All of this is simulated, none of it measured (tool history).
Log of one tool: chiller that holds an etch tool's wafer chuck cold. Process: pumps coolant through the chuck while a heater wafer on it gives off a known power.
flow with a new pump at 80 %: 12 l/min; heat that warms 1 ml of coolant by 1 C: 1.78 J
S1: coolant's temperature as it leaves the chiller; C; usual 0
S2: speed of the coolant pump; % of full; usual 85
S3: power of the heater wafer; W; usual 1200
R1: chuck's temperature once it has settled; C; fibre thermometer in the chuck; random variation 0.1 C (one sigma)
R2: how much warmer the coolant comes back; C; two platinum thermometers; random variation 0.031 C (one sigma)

run	hour	S1	S2	S3	R1	R2
1	0	0	85	1200	9.3	3.19
2	137.6	0	85	1200	9.4	3.24
3	273.4	0	85	1200	9.3	3.22
4	418.4	0	85	1200	9.2	3.26
5	539.3	0	85	1200	9.5	3.23
6	620.3	0	85	1200	9.4	3.21
7	693.5	0	85	1200	9.5	3.24
8	778.5	1	70	670	6.9	2.2
9	867.7	1	70	670	7.1	2.1
10	1017.7	1	70	670	7	2.2
11	1092	8	89	761	13.6	2.01
12	1179	8	89	761	13.7	1.98
13	1328.2	0	85	1307	10.4	3.57
14	1399.1	0	85	1307	10.4	3.58

4 ways to go on from here, each from the tool as it stands after run 14. What would each give?
A	1517.3	-3	70	836	?	?
B	1517.3	8	61	701	?	?
C	1517.3	0	85	703	?	?
D	1517.3	0	84	1307	?	?

run	R1	R2
A	4.6	2.81
B	15.2	2.66
C	5.4	1.93
D	10.6	3.63
Without the tool's hidden state the same runs would have given:
run	R1	R2
A	4	2.7
B	14.7	2.56
C	5	1.86
D	9.6	3.49
